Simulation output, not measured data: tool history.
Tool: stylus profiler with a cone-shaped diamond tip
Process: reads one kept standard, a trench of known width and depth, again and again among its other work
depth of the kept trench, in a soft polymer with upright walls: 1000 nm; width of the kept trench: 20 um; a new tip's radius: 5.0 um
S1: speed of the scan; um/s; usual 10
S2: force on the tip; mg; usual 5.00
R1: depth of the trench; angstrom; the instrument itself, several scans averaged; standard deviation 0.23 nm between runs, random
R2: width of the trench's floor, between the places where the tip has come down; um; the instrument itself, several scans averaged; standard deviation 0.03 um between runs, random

run 1 day=0.000 | S1=10 S2=5.00 | R1=10229.3 R2=13.61
run 2 day=4.700 | S1=10 S2=5.00 | R1=10235.1 R2=13.45
run 3 day=9.017 | S1=10 S2=5.00 | R1=10234.1 R2=13.31
run 4 day=13.025 | S1=10 S2=5.00 | R1=10231.9 R2=13.22
run 5 day=18.000 | S1=10 S2=5.00 | R1=10232.0 R2=13.02
run 6 day=21.675 | S1=10 S2=5.00 | R1=10234.4 R2=12.89
run 7 day=25.546 | S1=10 S2=5.00 | R1=10236.0 R2=12.86
run 8 day=29.921 | S1=10 S2=5.00 | R1=10237.2 R2=12.71
run 9 day=33.012 | S1=10 S2=5.00 | R1=10235.5 R2=12.60
-- day=33.392 height scale calibrated on a step standard
run 10 day=36.050 | S1=10 S2=7.92 | R1=10320.7 R2=12.50
run 11 day=38.400 | S1=9 S2=7.92 | R1=10324.8 R2=12.44
run 12 day=41.808 | S1=12 S2=4.83 | R1=10238.4 R2=12.41
run 13 day=44.933 | S1=2 S2=7.60 | R1=10317.8 R2=12.28
run 14 day=48.983 | S1=7 S2=2.46 | R1=10157.8 R2=12.15
run 15 day=52.492 | S1=9 S2=4.69 | R1=10234.9 R2=12.01
run 16 day=57.150 | S1=34 S2=1.98 | R1=10139.4 R2=11.83
-- day=59.996 height scale calibrated on a step standard, once more
run 17 day=61.100 | S1=13 S2=6.72 | R1=10274.3 R2=11.80
run 18 day=63.704 | S1=22 S2=3.19 | R1=10167.5 R2=11.72
run 19 day=67.129 | S1=22 S2=3.19 | R1=10169.1 R2=11.60
run 20 day=71.138 | S1=22 S2=3.19 | R1=10168.6 R2=11.52

Branching from run 20: 3 alternative next runs. What would each branch give?
run A day=73.838 | S1=10 S2=5.90 | R1=? R2=?
run B day=73.838 | S1=8 S2=10.01 | R1=? R2=?
run C day=73.838 | S1=3 S2=8.49 | R1=? R2=?

run=A R1=10254.6 R2=11.50
run=B R1=10362.5 R2=11.46
run=C R1=10323.9 R2=11.46
Stripped of hidden state, with their random variation kept, the same runs would have yielded:
run=A R1=10253.8 R2=14.00
run=B R1=10361.8 R2=13.96
run=C R1=10323.1 R2=13.96
